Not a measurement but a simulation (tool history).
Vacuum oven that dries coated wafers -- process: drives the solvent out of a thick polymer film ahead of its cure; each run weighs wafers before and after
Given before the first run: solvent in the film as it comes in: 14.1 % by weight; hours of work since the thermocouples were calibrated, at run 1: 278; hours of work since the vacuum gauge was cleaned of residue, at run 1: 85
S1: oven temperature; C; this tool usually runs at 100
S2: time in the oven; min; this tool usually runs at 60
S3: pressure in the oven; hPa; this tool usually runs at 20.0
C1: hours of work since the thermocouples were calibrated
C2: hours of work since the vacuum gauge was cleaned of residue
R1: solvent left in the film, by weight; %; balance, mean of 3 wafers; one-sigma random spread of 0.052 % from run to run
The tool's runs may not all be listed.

run	hour	S1	S2	S3	C1	C2	R1
1	0.0	100	60	20.0	278	85	1.27
2	9.4	100	60	20.0	285	92	1.45
3	17.6	103	60	20.0	291	99	1.04
4	30.2	103	60	20.0	301	108	0.99
5	47.1	103	60	20.0	314	121	1.00
6	56.2	100	60	20.0	321	128	1.29
7	67.1	100	60	20.0	329	137	1.32
8	78.3	100	60	20.0	338	145	1.37
9	87.7	100	60	20.0	345	152	1.34
10	95.9	100	60	20.0	351	159	1.24
11	110.9	100	60	20.0	363	170	1.32
12	121.8	100	60	20.0	371	178	1.30
13	131.3	100	60	14.2	378	186	1.09
14	146.7	100	60	20.0	390	197	1.30
15	157.3	96	60	20.0	398	206	1.95
16	171.8	100	60	71.3	409	217	3.23
17	185.2	100	60	20.0	420	227	1.33
18	196.0	100	60	20.0	428	235	1.39
19	209.1	115	60	20.0	438	245	0.48
20	217.3	100	38	20.0	444	251	2.34
21	228.8	100	90	20.0	453	260	0.92
22	244.9	100	108	20.0	465	272	0.80
23	255.5	100	81	20.0	473	281	0.97
24	267.9	95	81	63.9	483	290	3.41
25	277.2	95	81	63.9	490	297	3.54
26	284.9	95	81	63.9	496	303	3.45
27	298.7	100	43	20.0	506	314	1.98
28	313.3	109	65	20.0	518	325	0.68
29	327.4	109	65	20.0	528	336	0.52
30	334.9	86	37	14.0	534	341	5.68
31	343.5	100	60	17.9	541	348	1.18
32	351.9	95	39	20.0	547	354	3.47
33	360.3	86	52	48.1	553	361	6.02
34	370.1	105	46	48.1	561	368	2.02
35	382.4	105	46	48.1	570	378	2.09
36	391.3	93	60	47.8	577	384	3.73
37	403.3	88	60	23.7	586	394	3.86
38	419.4	103	60	74.8	599	406	2.86
39	431.4	103	60	74.8	608	415	2.98
40	444.7	98	38	28.7	618	425	3.07
41	456.1	101	38	31.9	627	434	2.59
42	463.8	101	63	10.4	633	440	0.75
43	476.2	101	63	10.4	642	449	0.68
44	490.8	95	79	10.2	653	461	1.06
45	498.5	95	79	10.2	659	466	1.05
46	506.0	87	47	72.8	665	472	7.20

Alternative continuations, all from the tool just after run 46; predict every row:
A	521.4	88	32	28.3	677	484	?
B	521.4	100	39	20.0	677	484	?
C	521.4	87	61	72.8	677	484	?
D	521.4	87	47	14.4	677	484	?
E	521.4	104	60	20.0	677	484	?

run	R1
A	6.24
B	2.22
C	6.55
D	4.53
E	0.95
Had the tool no hidden state, the same runs would have come out as:
run	R1
A	6.23
B	2.22
C	6.53
D	4.52
E	0.94
